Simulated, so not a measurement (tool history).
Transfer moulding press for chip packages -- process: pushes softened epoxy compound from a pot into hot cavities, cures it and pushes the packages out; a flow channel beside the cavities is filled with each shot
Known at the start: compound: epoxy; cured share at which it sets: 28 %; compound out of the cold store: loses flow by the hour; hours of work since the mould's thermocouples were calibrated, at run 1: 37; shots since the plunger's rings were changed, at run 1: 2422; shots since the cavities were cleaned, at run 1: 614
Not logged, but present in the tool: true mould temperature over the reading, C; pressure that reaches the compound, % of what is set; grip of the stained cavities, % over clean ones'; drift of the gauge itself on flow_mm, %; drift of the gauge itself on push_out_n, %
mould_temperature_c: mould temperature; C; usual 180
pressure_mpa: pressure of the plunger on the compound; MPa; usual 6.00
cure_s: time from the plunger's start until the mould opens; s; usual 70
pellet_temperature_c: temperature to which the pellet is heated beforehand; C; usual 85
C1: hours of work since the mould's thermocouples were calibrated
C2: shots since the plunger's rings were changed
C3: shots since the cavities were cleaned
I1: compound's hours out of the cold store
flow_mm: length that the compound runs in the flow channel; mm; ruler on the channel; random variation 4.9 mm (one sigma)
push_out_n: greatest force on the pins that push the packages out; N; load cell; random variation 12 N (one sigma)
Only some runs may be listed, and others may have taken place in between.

{"run": 1, "hour": 0.0, "mould_temperature_c": 180, "pressure_mpa": 6.0, "cure_s": 70, "pellet_temperature_c": 85, "C1": 37, "C2": 2422, "C3": 614, "I1": 26.2, "flow_mm": 548, "push_out_n": 795}
{"hour": 6.3, "done": "cavities cleaned with cleaning compound and waxed"}
{"run": 2, "hour": 10.1, "mould_temperature_c": 180, "pressure_mpa": 6.0, "cure_s": 66, "pellet_temperature_c": 85, "C1": 41, "C2": 2515, "C3": 41, "I1": 23.0, "flow_mm": 560, "push_out_n": 670}
{"run": 3, "hour": 14.4, "mould_temperature_c": 180, "pressure_mpa": 6.0, "cure_s": 66, "pellet_temperature_c": 85, "C1": 43, "C2": 2561, "C3": 87, "I1": 15.6, "flow_mm": 572, "push_out_n": 711}
{"hour": 17.2, "done": "mould's thermocouples calibrated"}
{"run": 4, "hour": 21.5, "mould_temperature_c": 180, "pressure_mpa": 6.0, "cure_s": 86, "pellet_temperature_c": 85, "C1": 2, "C2": 2617, "C3": 143, "I1": 27.9, "flow_mm": 555, "push_out_n": 479}
{"run": 5, "hour": 26.2, "mould_temperature_c": 185, "pressure_mpa": 6.0, "cure_s": 70, "pellet_temperature_c": 85, "C1": 4, "C2": 2667, "C3": 193, "I1": 38.6, "flow_mm": 521, "push_out_n": 530}
{"run": 6, "hour": 31.0, "mould_temperature_c": 185, "pressure_mpa": 6.0, "cure_s": 70, "pellet_temperature_c": 85, "C1": 6, "C2": 2719, "C3": 245, "I1": 20.3, "flow_mm": 559, "push_out_n": 551}
{"run": 7, "hour": 37.3, "mould_temperature_c": 187, "pressure_mpa": 4.91, "cure_s": 57, "pellet_temperature_c": 77, "C1": 9, "C2": 2788, "C3": 314, "I1": 10.9, "flow_mm": 517, "push_out_n": 781}
{"hour": 39.9, "done": "mould's thermocouples calibrated, once more"}
{"run": 8, "hour": 48.4, "mould_temperature_c": 181, "pressure_mpa": 6.0, "cure_s": 100, "pellet_temperature_c": 85, "C1": 4, "C2": 2886, "C3": 412, "I1": 24.1, "flow_mm": 551, "push_out_n": 522}
{"run": 9, "hour": 54.8, "mould_temperature_c": 181, "pressure_mpa": 6.0, "cure_s": 100, "pellet_temperature_c": 85, "C1": 7, "C2": 2955, "C3": 481, "I1": 25.9, "flow_mm": 546, "push_out_n": 552}

The next listed run, before its measurement:
{"run": 10, "hour": 59.9, "mould_temperature_c": 180, "pressure_mpa": 5.16, "cure_s": 70, "pellet_temperature_c": 85, "C1": 9, "C2": 3011, "C3": 537, "I1": 8.5, "flow_mm": "?", "push_out_n": "?"}

flow_mm: 547 mm
push_out_n: 852 N
On a tool with no hidden condition, and with the same random variation, this run would have come out at flow_mm 583 mm, push_out_n 576 N.
